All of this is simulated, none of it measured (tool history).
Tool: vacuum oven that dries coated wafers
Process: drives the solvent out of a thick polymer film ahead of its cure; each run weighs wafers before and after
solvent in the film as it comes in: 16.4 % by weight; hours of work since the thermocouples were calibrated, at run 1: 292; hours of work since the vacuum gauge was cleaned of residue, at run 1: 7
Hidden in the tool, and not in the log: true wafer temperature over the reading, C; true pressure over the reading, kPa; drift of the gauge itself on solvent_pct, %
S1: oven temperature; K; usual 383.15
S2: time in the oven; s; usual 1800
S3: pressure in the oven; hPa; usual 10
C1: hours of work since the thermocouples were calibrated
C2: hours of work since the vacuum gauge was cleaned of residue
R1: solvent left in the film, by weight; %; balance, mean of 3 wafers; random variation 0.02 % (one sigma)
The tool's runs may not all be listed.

Run 1, hour 0: usual settings; C1 292; C2 7. Result: R1 2.29 %.
Run 2, hour 5.9: usual settings; C1 295; C2 10. Result: R1 2.3 %.
Run 3, hour 14.2: usual settings; C1 298; C2 13. Result: R1 2.31 %.
Run 4, hour 21.1: usual settings but S3 25.2 hPa; C1 301; C2 16. Result: R1 2.68 %.
Run 5, hour 27.8: usual settings but S3 25.2 hPa; C1 303; C2 18. Result: R1 2.68 %.
Run 6, hour 37.4: usual settings but S3 25.2 hPa; C1 307; C2 22. Result: R1 2.66 %.
Run 7, hour 43.4: usual settings but S3 25.2 hPa; C1 310; C2 25. Result: R1 2.72 %.
Run 8, hour 49: usual settings but S3 25.2 hPa; C1 312; C2 27. Result: R1 2.69 %.
Run 9, hour 54.3: usual settings but S2 1020 s, S3 25.2 hPa; C1 314; C2 29. Result: R1 5.11 %.
Run 10, hour 61.2: usual settings but S2 1020 s, S3 25.2 hPa; C1 317; C2 32. Result: R1 5.15 %.
Run 11, hour 71.2: usual settings but S2 2820 s; C1 321; C2 36. Result: R1 1 %.
Run 12, hour 81.3: usual settings but S2 2820 s; C1 325; C2 40. Result: R1 0.97 %.
Run 13, hour 91.8: usual settings but S1 391.15 K, S2 2820 s; C1 329; C2 44. Result: R1 0.33 %.
Run 14, hour 100.6: usual settings but S1 391.15 K, S2 2820 s, S3 11 hPa; C1 333; C2 48. Result: R1 0.35 %.
Run 15, hour 111.9: usual settings but S1 391.15 K, S2 2820 s, S3 11 hPa; C1 337; C2 52. Result: R1 0.36 %.
Run 16, hour 123.9: usual settings but S3 6.9 hPa; C1 342; C2 57. Result: R1 2.17 %.
Run 17, hour 135.9: usual settings but S3 6.9 hPa; C1 347; C2 62. Result: R1 2.15 %.
Run 18, hour 143.7: usual settings but S3 6.9 hPa; C1 350; C2 65. Result: R1 2.2 %.
Run 19, hour 154.1: usual settings but S3 6.9 hPa; C1 354; C2 69. Result: R1 2.18 %.
Run 20, hour 166: usual settings but S1 372.15 K, S3 6.9 hPa; C1 359; C2 74. Result: R1 5.71 %.
Run 21, hour 174.2: usual settings but S2 2760 s; C1 362; C2 78. Result: R1 0.99 %.
Run 22, hour 183: usual settings but S1 369.15 K; C1 366; C2 81. Result: R1 6.8 %.
Run 23, hour 192.6: usual settings but S1 369.15 K; C1 370; C2 85. Result: R1 6.82 %.
Run 24, hour 199.4: usual settings but S2 1140 s, S3 9.1 hPa; C1 373; C2 88. Result: R1 4.21 %.
Run 25, hour 204.5: usual settings but S1 380.15 K, S2 1080 s, S3 22 hPa; C1 375; C2 90. Result: R1 5.81 %.
Run 26, hour 210.7: usual settings but S1 380.15 K, S2 1080 s, S3 22 hPa; C1 377; C2 92. Result: R1 5.74 %.
Run 27, hour 216.6: usual settings but S1 375.15 K, S2 2160 s, S3 5.4 hPa; C1 380; C2 95. Result: R1 3.74 %.
Run 28, hour 227.5: usual settings but S1 375.15 K, S2 2160 s, S3 5.4 hPa; C1 384; C2 99. Result: R1 3.75 %.
Run 29, hour 234.8: usual settings but S1 382.15 K, S2 1440 s, S3 5.4 hPa; C1 387; C2 102. Result: R1 3.31 %.
Run 30, hour 242.9: usual settings but S1 369.15 K, S2 1440 s, S3 13 hPa; C1 390; C2 105. Result: R1 7.88 %.
Run 31, hour 248.1: usual settings but S1 396.15 K, S2 1560 s, S3 13 hPa; C1 392; C2 107. Result: R1 0.52 %.
Run 32, hour 256.2: usual settings but S1 396.15 K, S2 1560 s, S3 13 hPa; C1 396; C2 111. Result: R1 0.54 %.
Run 33, hour 266.7: usual settings but S1 396.15 K, S2 1560 s, S3 34.8 hPa; C1 400; C2 115. Result: R1 1 %.
Run 34, hour 274.4: usual settings but S1 396.15 K, S2 1560 s, S3 34.8 hPa; C1 403; C2 118. Result: R1 1 %.
Run 35, hour 286.5: usual settings but S1 396.15 K, S2 1560 s, S3 34.8 hPa; C1 408; C2 123. Result: R1 1 %.
Run 36, hour 296.5: usual settings but S1 372.15 K, S2 1200 s; C1 412; C2 127. Result: R1 7.62 %.
Run 37, hour 306.8: usual settings but S1 371.15 K, S2 1260 s, S3 31.8 hPa; C1 416; C2 131. Result: R1 8.33 %.
Run 38, hour 312.8: usual settings but S1 371.15 K, S2 1260 s, S3 31.8 hPa; C1 418; C2 133. Result: R1 8.32 %.
Run 39, hour 321.6: usual settings but S1 371.15 K, S2 1260 s, S3 31.8 hPa; C1 422; C2 137. Result: R1 8.28 %.
Run 40, hour 331.6: usual settings but S1 396.15 K, S2 2880 s, S3 11.3 hPa; C1 426; C2 141. Result: R1 0.25 %.
Run 41, hour 340.2: usual settings but S1 387.15 K, S2 3120 s, S3 14.8 hPa; C1 429; C2 144. Result: R1 0.55 %.
Run 42, hour 345.6: usual settings but S2 3000 s, S3 8.1 hPa; C1 432; C2 147. Result: R1 0.78 %.
Run 43, hour 351: usual settings but S3 21.5 hPa; C1 434; C2 149. Result: R1 2.54 %.
Run 44, hour 362.3: usual settings but S3 21.5 hPa; C1 438; C2 153. Result: R1 2.55 %.
Run 45, hour 369.7: usual settings but S1 388.15 K, S2 1500 s, S3 13.8 hPa; C1 441; C2 156. Result: R1 1.76 %.
Run 46, hour 379.9: usual settings but S1 384.15 K, S2 2580 s; C1 445; C2 160. Result: R1 1.01 %.

The same runs without the tool's hidden state, with the same run-to-run variation:
run    R1
  1  2.21
  2  2.21
  3  2.23
  4   2.6
  5   2.6
  6  2.58
  7  2.64
  8  2.61
  9  5.01
 10  5.05
 11  0.96
 12  0.94
 13  0.32
 14  0.34
 15  0.36
 16   2.1
 17  2.09
 18  2.13
 19  2.12
 20  5.63
 21  0.95
 22  6.72
 23  6.74
 24  4.14
 25  5.73
 26  5.67
 27  3.67
 28  3.68
 29  3.24
 30  7.82
 31   0.5
 32  0.52
 33  0.98
 34  0.98
 35  0.98
 36  7.56
 37  8.28
 38  8.26
 39  8.23
 40  0.24
 41  0.54
 42  0.76
 43   2.5
 44  2.51
 45  1.73
 46  0.99
